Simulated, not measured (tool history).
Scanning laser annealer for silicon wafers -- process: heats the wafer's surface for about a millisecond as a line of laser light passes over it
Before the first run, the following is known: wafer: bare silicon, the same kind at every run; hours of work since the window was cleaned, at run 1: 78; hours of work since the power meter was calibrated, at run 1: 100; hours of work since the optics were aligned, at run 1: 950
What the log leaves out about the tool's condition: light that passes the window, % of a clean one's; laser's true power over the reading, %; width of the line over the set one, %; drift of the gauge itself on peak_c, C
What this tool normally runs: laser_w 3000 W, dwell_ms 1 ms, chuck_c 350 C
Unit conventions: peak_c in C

run  hour  laser_w  dwell_ms  chuck_c  hours of work since the window was cleaned  hours of work since the power meter was calibrated  hours of work since the optics were aligned  peak_c
  1     0     3000         1      350                                          78                                                 100                                          950    1058
  2   8.6     3000      0.89      350                                          84                                                 107                                          957    1017
  3  12.5     3000      0.89      365                                          87                                                 110                                          960    1033
  4  17.7     3000      0.89      365                                          91                                                 114                                          964    1034
  5    24     3000      0.92      365                                          96                                                 119                                          969    1041
  6  27.8     3000      0.92      365                                          99                                                 122                                          972    1045
  7  32.1     3000      0.92      365                                         103                                                 125                                          975    1041
  8  40.3     3000      0.92      365                                         109                                                 131                                          982    1042
  9  45.2     3000      0.92      365                                         113                                                 135                                          985    1040
 10  52.9     3000         1      350                                         119                                                 141                                          991    1055
 11  60.7     3000         1      350                                         125                                                 147                                          998    1053
 12  68.5     3000         1      363                                         131                                                 153                                         1004    1064
 13    75     3000         1      363                                         136                                                 159                                         1009    1066
 14  80.7     3000         1      350                                         141                                                 163                                         1013    1051
 15  87.8     2756      0.98      324                                         146                                                 169                                         1019     947

For run 16, what comes out?
 16  93.3     2756      0.98      324                                         151                                                 173                                         1023       ?

Run 16 gave peak_c 950 C.
With no hidden state in the tool, this same run would have given peak_c 969 C.

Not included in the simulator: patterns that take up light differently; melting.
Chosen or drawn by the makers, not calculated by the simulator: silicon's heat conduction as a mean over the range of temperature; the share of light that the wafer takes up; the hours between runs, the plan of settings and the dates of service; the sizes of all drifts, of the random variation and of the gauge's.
